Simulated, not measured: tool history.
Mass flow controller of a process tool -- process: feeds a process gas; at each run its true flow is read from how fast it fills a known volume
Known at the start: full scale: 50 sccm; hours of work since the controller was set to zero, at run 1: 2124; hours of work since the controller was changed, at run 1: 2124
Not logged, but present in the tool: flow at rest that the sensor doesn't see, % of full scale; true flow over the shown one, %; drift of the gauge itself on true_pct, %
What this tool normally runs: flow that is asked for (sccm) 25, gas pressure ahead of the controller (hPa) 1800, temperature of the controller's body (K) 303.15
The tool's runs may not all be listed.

run    hour  flow that is asked for (sccm)  gas pressure ahead of the controller (hPa)  temperature of the controller's body (K)  hours of work since the controller was set to zero  hours of work since the controller was changed  true flow (%)
  1       0                             25                                        1800                                    303.15                                                2124                                            2124          99.18
  2   417.6                             25                                        1800                                    303.15                                                2417                                            2417          98.89
  3   621.2                             25                                        1800                                    303.15                                                2560                                            2560          98.77
  4   918.1                             25                                        1800                                    303.15                                                2768                                            2768          98.84
  5  1100.7                             25                                        1800                                    303.15                                                2896                                            2896          98.74
  6    1347                             25                                        1800                                    295.15                                                3069                                            3069          98.01
  7  1540.7                             25                                        1800                                    303.15                                                3205                                            3205          98.53
  8  1810.2                             25                                        1800                                    303.15                                                3394                                            3394          98.24
  9  2100.1                             25                                        1800                                    298.15                                                3598                                            3598          97.84
 10  2320.7                             25                                        1800                                    298.15                                                3752                                            3752          97.82
 11  2593.2                             20                                        1800                                    303.15                                                3944                                            3944          97.68
 12  3000.2                             20                                        1800                                    303.15                                                4229                                            4229          97.56
 13  3259.9                             25                                        1800                                    293.15                                                4412                                            4412          96.89
 14  3620.4                             25                                        1800                                    303.15                                                4665                                            4665           97.6
 15  3986.6                             25                                        1800                                    303.15                                                4922                                            4922          97.38
 16  4300.9                             13                                        2320                                    297.15                                                5142                                            5142          96.42

Forecast run 17:
     4625.4  -- controller's zero set anew
 17  4638.3                             13                                        1800                                    303.15                                                   9                                            5379              ?

Logged for run 17: true flow (%) 96.53.
With no hidden state in the tool, this same run would have given true flow (%) 98.65.
